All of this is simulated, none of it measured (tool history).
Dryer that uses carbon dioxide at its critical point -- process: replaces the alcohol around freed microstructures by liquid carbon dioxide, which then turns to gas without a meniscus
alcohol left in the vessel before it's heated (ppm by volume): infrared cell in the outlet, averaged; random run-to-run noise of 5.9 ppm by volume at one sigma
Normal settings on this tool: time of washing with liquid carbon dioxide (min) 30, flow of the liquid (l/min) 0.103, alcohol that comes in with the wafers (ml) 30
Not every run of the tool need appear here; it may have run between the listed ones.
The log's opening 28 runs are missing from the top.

| run | hour | time of washing with liquid carbon dioxide (min) | flow of the liquid (l/min) | alcohol that comes in with the wafers (ml) | hours of work since the filter was changed | hours of work since the purifier's bed was changed | alcohol left in the vessel before it's heated (ppm by volume) |
|---|---|---|---|---|---|---|---|
| 29 | 435.1 | 26 | 0.063 | 115 | 347 | 367 | 17984 |
| 30 | 445.4 | 36 | 0.147 | 27 | 355 | 374 | 51 |
| 31 | 466.6 | 36 | 0.147 | 27 | 370 | 389 | 48 |
|  | 476.2 | inlet filter changed |
| 32 | 489.3 | 34 | 0.087 | 33 | 9 | 405 | 342 |
| 33 | 503.6 | 34 | 0.087 | 33 | 20 | 416 | 360 |
| 34 | 514.9 | 34 | 0.087 | 33 | 28 | 424 | 365 |
| 35 | 536.1 | 31 | 0.103 | 56 | 43 | 439 | 398 |
| 36 | 549.1 | 31 | 0.103 | 56 | 53 | 449 | 401 |
| 37 | 563.5 | 34 | 0.103 | 65 | 63 | 459 | 289 |
| 38 | 585.7 | 28 | 0.162 | 81 | 79 | 475 | 83 |
| 39 | 600.6 | 30 | 0.067 | 30 | 90 | 486 | 1904 |
| 40 | 623 | 30 | 0.067 | 30 | 106 | 502 | 1897 |
| 41 | 632.6 | 30 | 0.091 | 30 | 113 | 509 | 550 |
| 42 | 647.3 | 30 | 0.091 | 20 | 124 | 520 | 412 |

Predict each of these 4 candidate next runs independently; none follows another, all start after run 42:
| A | 666.5 | 36 | 0.095 | 108 | 138 | 534 | ? |
| B | 666.5 | 46 | 0.067 | 83 | 138 | 534 | ? |
| C | 666.5 | 30 | 0.117 | 30 | 138 | 534 | ? |
| D | 666.5 | 34 | 0.091 | 45 | 138 | 534 | ? |

| run | alcohol left in the vessel before it's heated (ppm by volume) |
|---|---|
| A | 611 |
| B | 932 |
| C | 177 |
| D | 489 |
With the hidden condition removed and each run's random variation left untouched, the same runs would have given:
| run | alcohol left in the vessel before it's heated (ppm by volume) |
|---|---|
| A | 405 |
| B | 656 |
| C | 95 |
| D | 329 |
